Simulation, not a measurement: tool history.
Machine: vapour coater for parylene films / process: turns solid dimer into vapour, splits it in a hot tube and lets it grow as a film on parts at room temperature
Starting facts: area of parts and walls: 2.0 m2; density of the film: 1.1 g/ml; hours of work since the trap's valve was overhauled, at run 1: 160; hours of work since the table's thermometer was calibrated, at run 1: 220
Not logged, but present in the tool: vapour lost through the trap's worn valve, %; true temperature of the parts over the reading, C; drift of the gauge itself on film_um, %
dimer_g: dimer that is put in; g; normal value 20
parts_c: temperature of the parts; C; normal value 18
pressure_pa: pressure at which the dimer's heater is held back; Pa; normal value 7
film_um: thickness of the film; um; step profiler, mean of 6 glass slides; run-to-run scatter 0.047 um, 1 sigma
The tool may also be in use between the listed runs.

run,hour,dimer_g,parts_c,pressure_pa,hours of work since the trap's valve was overhauled,hours of work since the table's thermometer was calibrated,film_um
1,0,20,18,7,160,220,4.95
2,28.4,20,18,7,173,234,4.96
3,51.4,20,18,7,184,245,4.89
4,70.6,20,18,7,193,254,4.97
5,93,20,18,7,204,264,4.95
6,117.2,20,18,7,215,276,4.98
7,146.4,15,18,7,229,290,3.67
8,184.1,15,18,7,247,308,3.68
9,206.9,15,18,7,258,319,3.66
10,229.5,15,18,7,269,329,3.68
11,258.8,20,18,7,283,343,4.85
12,298.8,20,18,7,302,362,4.76
13,329.3,20,18,7,316,377,4.8
14,370.7,20,18,7,336,396,4.71
15,408.8,20,18,7,354,415,4.77
16,434.8,20,18,7,366,427,4.7
17,481.4,20,18,7,389,449,4.71
18,509.5,20,24,7,402,462,3.52
19,552.3,20,27,7,422,483,3.12
20,580.7,20,27,7,436,496,3.02
21,601.7,20,27,7,446,506,3.04
22,646.7,20,27,7,467,528,2.95
23,675.1,20,27,7,481,541,3.01
24,694.8,28,18,7,490,550,6.36
25,715.1,35,25,2.46,500,560,6.27
# hour 720.4: table's thermometer calibrated
26,761.1,15,17,3.13,521,19,3.72
27,780.5,15,17,3.13,530,29,3.78
28,802.4,27,18,3.31,541,39,6.3
29,823.9,24,28,4.09,551,49,3.57
# hour 850.3: table's thermometer calibrated, once more
30,853.4,24,28,4.09,564,1,3.57
# hour 886.9: trap's valve overhauled
31,888,24,28,4.09,1,16,4.21
32,923.2,14,28,2.7,17,33,2.52
33,945.9,22,19,2.6,28,44,5.95
34,979.4,29,18,7.76,44,59,7.45
35,1007.8,17,15,6.58,58,73,5.06
36,1052.2,18,22,2.73,79,94,4.13
37,1075.2,19,22,2.73,90,105,4.48
38,1105.3,20,26,7,104,119,3.55
39,1151.9,26,24,7,126,141,5.05
40,1192.4,22,26,8.35,145,161,3.78
41,1223.2,22,26,8.35,160,175,3.8
42,1255.8,22,26,8.35,175,191,3.7
43,1297.3,22,26,8.35,195,211,3.71
44,1330.8,22,21,5.52,211,227,4.8
45,1369,20,11,2.32,229,245,7.48
46,1403.4,23,17,2.71,246,261,6.39
47,1423,14,20,7,255,270,3.15

Same runs, no hidden state in the tool, same run-to-run variation:
run,film_um
1,5.21
2,5.24
3,5.18
4,5.28
5,5.28
6,5.33
7,3.95
8,3.97
9,3.96
10,4
11,5.29
12,5.22
13,5.29
14,5.23
15,5.31
16,5.25
17,5.31
18,3.99
19,3.55
20,3.45
21,3.48
22,3.41
23,3.49
24,7.4
25,7.31
26,4.39
27,4.47
28,7.49
29,4.25
30,4.19
31,4.21
32,2.54
33,6
34,7.56
35,5.16
36,4.23
37,4.6
38,3.67
39,5.24
40,3.95
41,3.99
42,3.89
43,3.92
44,5.1
45,7.99
46,6.86
47,3.39
